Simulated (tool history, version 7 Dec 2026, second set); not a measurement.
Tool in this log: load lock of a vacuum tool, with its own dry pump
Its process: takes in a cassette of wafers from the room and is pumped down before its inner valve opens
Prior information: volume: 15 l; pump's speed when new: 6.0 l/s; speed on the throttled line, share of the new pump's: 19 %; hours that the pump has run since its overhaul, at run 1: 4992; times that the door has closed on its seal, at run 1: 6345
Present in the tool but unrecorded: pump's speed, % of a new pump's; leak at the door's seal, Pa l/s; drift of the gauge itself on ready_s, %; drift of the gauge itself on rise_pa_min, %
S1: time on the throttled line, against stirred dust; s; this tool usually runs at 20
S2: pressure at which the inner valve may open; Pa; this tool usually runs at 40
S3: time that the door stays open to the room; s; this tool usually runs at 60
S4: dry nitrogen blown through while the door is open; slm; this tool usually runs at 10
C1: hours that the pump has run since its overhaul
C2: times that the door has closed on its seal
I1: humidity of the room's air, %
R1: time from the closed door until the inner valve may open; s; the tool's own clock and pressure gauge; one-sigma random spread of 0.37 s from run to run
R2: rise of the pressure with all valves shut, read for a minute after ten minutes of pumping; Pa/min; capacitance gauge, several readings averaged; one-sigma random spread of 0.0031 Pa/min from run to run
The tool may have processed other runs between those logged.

run 1 hour=0.0 | S1=20 S2=40 S3=60 S4=10 | C1=4992 C2=6345 | I1=45.8 | R1=35.6 R2=0.076
run 2 hour=135.2 | S1=20 S2=40 S3=60 S4=10 | C1=5128 C2=6638 | I1=44.4 | R1=36.1 R2=0.076
run 3 hour=282.5 | S1=20 S2=40 S3=60 S4=10 | C1=5275 C2=6958 | I1=42.9 | R1=36.0 R2=0.077
run 4 hour=428.0 | S1=10 S2=40 S3=60 S4=10 | C1=5420 C2=7274 | I1=44.4 | R1=28.0 R2=0.075
run 5 hour=498.7 | S1=10 S2=40 S3=60 S4=10 | C1=5491 C2=7427 | I1=44.8 | R1=27.7 R2=0.082
run 6 hour=603.3 | S1=10 S2=40 S3=60 S4=10 | C1=5596 C2=7654 | I1=45.7 | R1=28.6 R2=0.076
run 7 hour=755.6 | S1=20 S2=44 S3=60 S4=10 | C1=5748 C2=7984 | I1=44.0 | R1=35.3 R2=0.079
run 8 hour=922.9 | S1=23 S2=40 S3=60 S4=10 | C1=5915 C2=8347 | I1=41.8 | R1=38.9 R2=0.074
run 9 hour=1042.0 | S1=23 S2=40 S3=60 S4=10 | C1=6034 C2=8605 | I1=46.6 | R1=38.4 R2=0.082
run 10 hour=1177.5 | S1=23 S2=40 S3=60 S4=10 | C1=6170 C2=8899 | I1=45.4 | R1=38.3 R2=0.075
run 11 hour=1308.1 | S1=23 S2=40 S3=60 S4=10 | C1=6301 C2=9182 | I1=48.1 | R1=38.2 R2=0.081
run 12 hour=1461.9 | S1=23 S2=40 S3=60 S4=10 | C1=6454 C2=9516 | I1=41.1 | R1=38.5 R2=0.071
run 13 hour=1539.3 | S1=23 S2=40 S3=60 S4=10 | C1=6532 C2=9684 | I1=46.9 | R1=38.9 R2=0.082
run 14 hour=1692.3 | S1=23 S2=40 S3=60 S4=10 | C1=6685 C2=10015 | I1=43.4 | R1=38.3 R2=0.079

Forecast run 15:
run 15 hour=1834.1 | S1=23 S2=40 S3=60 S4=10 | C1=6827 C2=10323 | I1=44.5 | R1=? R2=?

R1: 38.2 s
R2: 0.077 Pa/min
Were there no unlogged condition in the tool, this run, its random variation unchanged, would have produced R1 38.2 s, R2 0.077 Pa/min.

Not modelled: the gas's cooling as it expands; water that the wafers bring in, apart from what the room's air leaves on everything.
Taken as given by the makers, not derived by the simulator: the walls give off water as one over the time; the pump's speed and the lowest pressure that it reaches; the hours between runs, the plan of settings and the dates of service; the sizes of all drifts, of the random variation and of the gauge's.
